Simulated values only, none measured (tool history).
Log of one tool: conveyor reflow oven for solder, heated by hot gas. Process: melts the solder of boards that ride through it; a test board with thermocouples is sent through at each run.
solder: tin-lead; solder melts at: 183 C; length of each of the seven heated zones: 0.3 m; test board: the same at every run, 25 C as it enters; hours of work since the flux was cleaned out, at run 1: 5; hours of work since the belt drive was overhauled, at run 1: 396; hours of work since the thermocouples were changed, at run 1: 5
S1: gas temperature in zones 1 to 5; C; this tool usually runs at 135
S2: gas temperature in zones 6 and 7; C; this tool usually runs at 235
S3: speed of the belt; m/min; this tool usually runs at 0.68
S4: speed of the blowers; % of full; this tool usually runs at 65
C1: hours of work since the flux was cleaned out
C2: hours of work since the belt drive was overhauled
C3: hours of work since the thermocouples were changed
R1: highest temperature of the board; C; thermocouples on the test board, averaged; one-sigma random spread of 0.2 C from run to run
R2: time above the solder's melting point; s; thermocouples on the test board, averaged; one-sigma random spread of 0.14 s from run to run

run,day,S1,S2,S3,S4,C1,C2,C3,R1,R2
1,0,135,235,0.68,65,5,396,5,218.6,39.8
2,1.608,135,235,0.68,65,24,415,24,218.3,39.7
3,3.325,135,235,0.68,65,45,436,45,218.6,39.9
4,4.967,135,235,0.68,65,65,456,65,218.7,39.7
5,6.4,135,235,0.68,65,83,473,83,218.4,39.7
6,7.658,135,235,0.68,65,98,489,98,218.1,39.8
7,9.462,135,235,0.679,65,120,511,120,218.5,40
8,11.117,135,235,0.679,65,140,531,140,218.3,39.6
9,12.642,128,235,0.68,65,158,549,158,217.1,37.4
10,14.821,135,235,0.68,65,185,576,185,218.8,39.8
11,16.133,135,235,0.68,65,201,592,201,219,39.8
12,17.475,135,235,0.68,65,217,608,217,218.2,39.6
# day 18.15: flux residue cleaned out of gas plates and filters
13,20.021,135,235,0.68,65,23,636,245,218.7,39.9
14,21.65,135,235,0.68,65,42,656,265,218.9,39.7
15,22.862,135,235,0.68,65,57,671,280,218.8,39.7
16,24.154,135,235,0.68,65,73,686,296,218.4,39.7
17,26.212,135,235,0.68,65,98,711,321,218.6,39.8
18,27.229,135,235,0.68,85,110,724,333,222.3,42.1
19,29.017,135,235,0.68,65,132,745,355,218.4,39.7
20,30.612,131,235,0.739,61,151,765,374,213.9,32.7
21,32.908,131,228,0.705,61,179,793,402,209.4,32
22,34.683,135,242,0.664,65,201,814,424,225.4,44.2
# day 36.75: flux residue cleaned out of gas plates and filters
23,36.983,135,235,0.68,76,3,840,449,221,41.1
24,38.633,140,237,0.59,80,23,860,469,227.7,52.7
25,40.846,133,235,0.755,65,50,887,496,214.3,33
26,42.833,125,230,0.755,65,74,911,520,209.1,27.9
27,44.862,125,223,0.733,56,98,935,545,201.4,23.1
28,45.85,135,230,0.68,79,110,947,557,217.1,39.4
29,46.908,135,230,0.68,79,123,960,569,216.5,39.4
30,48.225,139,226,0.706,65,139,976,585,210,34.4
# day 49.071: belt drive overhauled, speed set with a stopwatch
31,50.117,139,226,0.706,65,160,13,606,210.3,34.5

Each row is a separate what-if for the run after 31, all from the same tool condition, not one after another. Results?
A,51.892,139,231,0.706,65,182,34,628,?,?
B,51.892,135,239,0.614,65,182,34,628,?,?
C,51.892,139,240,0.706,65,182,34,628,?,?
D,51.892,148,226,0.618,65,182,34,628,?,?

run,R1,R2
A,214.9,36.8
B,225.3,47.7
C,222.4,40.8
D,215.3,46.4
What these runs would have given with no unlogged condition in the tool:
run,R1,R2
A,214.9,36.8
B,225.3,47.7
C,222.4,40.8
D,215.3,46.4
